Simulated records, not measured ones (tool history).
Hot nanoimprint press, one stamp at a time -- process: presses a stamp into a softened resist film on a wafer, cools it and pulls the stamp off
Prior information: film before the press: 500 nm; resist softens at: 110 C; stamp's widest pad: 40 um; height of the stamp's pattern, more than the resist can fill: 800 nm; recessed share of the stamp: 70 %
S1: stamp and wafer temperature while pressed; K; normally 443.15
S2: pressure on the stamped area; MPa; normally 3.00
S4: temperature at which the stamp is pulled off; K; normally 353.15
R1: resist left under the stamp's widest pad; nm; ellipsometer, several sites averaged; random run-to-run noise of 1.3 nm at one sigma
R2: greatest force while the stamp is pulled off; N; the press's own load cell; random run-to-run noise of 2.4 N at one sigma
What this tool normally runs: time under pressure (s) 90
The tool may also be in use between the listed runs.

{"run": 1, "hour": 0.0, "S1": 443.15, "S2": 3.0, "time under pressure (s)": 90, "S4": 353.15, "R1": 202.5, "R2": 134}
{"run": 2, "hour": 10.4, "S1": 443.15, "S2": 3.0, "time under pressure (s)": 90, "S4": 353.15, "R1": 202.1, "R2": 132}
{"run": 3, "hour": 20.8, "S1": 443.15, "S2": 3.0, "time under pressure (s)": 90, "S4": 353.15, "R1": 200.7, "R2": 138}
{"run": 4, "hour": 30.3, "S1": 443.15, "S2": 3.0, "time under pressure (s)": 90, "S4": 353.15, "R1": 200.5, "R2": 137}
{"run": 5, "hour": 49.6, "S1": 443.15, "S2": 3.0, "time under pressure (s)": 90, "S4": 353.15, "R1": 201.9, "R2": 139}
{"run": 6, "hour": 70.4, "S1": 443.15, "S2": 3.0, "time under pressure (s)": 90, "S4": 353.15, "R1": 203.5, "R2": 148}
{"hour": 86.3, "done": "stamp cleaned and given a new release coat"}
{"run": 7, "hour": 87.9, "S1": 443.15, "S2": 3.0, "time under pressure (s)": 90, "S4": 353.15, "R1": 203.4, "R2": 127}
{"run": 8, "hour": 103.0, "S1": 443.15, "S2": 3.0, "time under pressure (s)": 90, "S4": 353.15, "R1": 204.0, "R2": 129}
{"run": 9, "hour": 123.8, "S1": 450.15, "S2": 3.0, "time under pressure (s)": 90, "S4": 353.15, "R1": 161.8, "R2": 131}
{"run": 10, "hour": 134.9, "S1": 450.15, "S2": 3.0, "time under pressure (s)": 90, "S4": 353.15, "R1": 162.2, "R2": 135}
{"run": 11, "hour": 150.3, "S1": 443.15, "S2": 3.0, "time under pressure (s)": 90, "S4": 353.15, "R1": 204.6, "R2": 134}
{"hour": 163.8, "done": "plate thermocouple calibrated"}
{"run": 12, "hour": 164.9, "S1": 443.15, "S2": 3.0, "time under pressure (s)": 90, "S4": 353.15, "R1": 192.8, "R2": 131}
{"run": 13, "hour": 175.5, "S1": 443.15, "S2": 3.09, "time under pressure (s)": 90, "S4": 353.15, "R1": 188.2, "R2": 128}
{"run": 14, "hour": 190.1, "S1": 443.15, "S2": 3.09, "time under pressure (s)": 90, "S4": 353.15, "R1": 189.8, "R2": 133}
{"run": 15, "hour": 211.2, "S1": 443.15, "S2": 2.01, "time under pressure (s)": 150, "S4": 353.15, "R1": 200.0, "R2": 130}
{"run": 16, "hour": 231.3, "S1": 443.15, "S2": 2.01, "time under pressure (s)": 150, "S4": 353.15, "R1": 196.4, "R2": 140}
{"run": 17, "hour": 240.5, "S1": 433.15, "S2": 3.0, "time under pressure (s)": 67, "S4": 359.15, "R1": 302.5, "R2": 119}
{"hour": 259.2, "done": "stamp cleaned and given a new release coat"}
{"run": 18, "hour": 268.5, "S1": 443.15, "S2": 3.0, "time under pressure (s)": 147, "S4": 352.15, "R1": 162.9, "R2": 127}
{"run": 19, "hour": 278.6, "S1": 443.15, "S2": 3.0, "time under pressure (s)": 147, "S4": 352.15, "R1": 163.0, "R2": 123}
{"run": 20, "hour": 296.1, "S1": 447.15, "S2": 3.0, "time under pressure (s)": 66, "S4": 353.15, "R1": 193.1, "R2": 123}
{"run": 21, "hour": 306.4, "S1": 443.15, "S2": 3.0, "time under pressure (s)": 144, "S4": 353.15, "R1": 163.4, "R2": 126}
{"run": 22, "hour": 321.3, "S1": 454.15, "S2": 2.6, "time under pressure (s)": 107, "S4": 353.15, "R1": 138.3, "R2": 134}
{"run": 23, "hour": 331.0, "S1": 444.15, "S2": 3.36, "time under pressure (s)": 52, "S4": 353.15, "R1": 218.8, "R2": 123}
{"run": 24, "hour": 345.7, "S1": 442.15, "S2": 3.0, "time under pressure (s)": 97, "S4": 353.15, "R1": 195.2, "R2": 135}
{"run": 25, "hour": 367.5, "S1": 443.15, "S2": 4.11, "time under pressure (s)": 109, "S4": 353.15, "R1": 154.1, "R2": 132}
{"run": 26, "hour": 388.7, "S1": 449.15, "S2": 4.52, "time under pressure (s)": 119, "S4": 358.15, "R1": 115.3, "R2": 120}
{"run": 27, "hour": 409.2, "S1": 443.15, "S2": 2.32, "time under pressure (s)": 154, "S4": 342.15, "R1": 186.4, "R2": 178}

Hidden state or all else? Some run-to-run changes of R1, split into what the settings, what came in and random variation would give without the hidden state, and what is left for the hidden state (with any gauge scatter that isn't in both results):
The tool's hidden condition here consists of: true temperature over the reading, C; pressure that arrives at the usual setting, %; grip of the stamp's worn release coat, % over a new coat's; drift of the gauge itself on residual_nm, %; drift of the gauge itself on pull_off_n, %.
Run 10 -> 11: S1 450.15 -> 443.15. R1 +42.4 nm: hidden state +3.6, all else +38.8.
Run 11 -> 12: plate thermocouple calibrated. R1 -11.8 nm: hidden state -11.9, all else +0.1.
Run 16 -> 17: S1 443.15 -> 433.15, S2 2.01 -> 3.00, time under pressure (s) 150 -> 67, S4 353.15 -> 359.15. R1 +106.1 nm: hidden state +1.8, all else +104.3.
Run 17 -> 18: S1 433.15 -> 443.15, time under pressure (s) 67 -> 147, S4 359.15 -> 352.15, stamp cleaned and given a new release coat. R1 -139.6 nm: hidden state -1.2, all else -138.4.
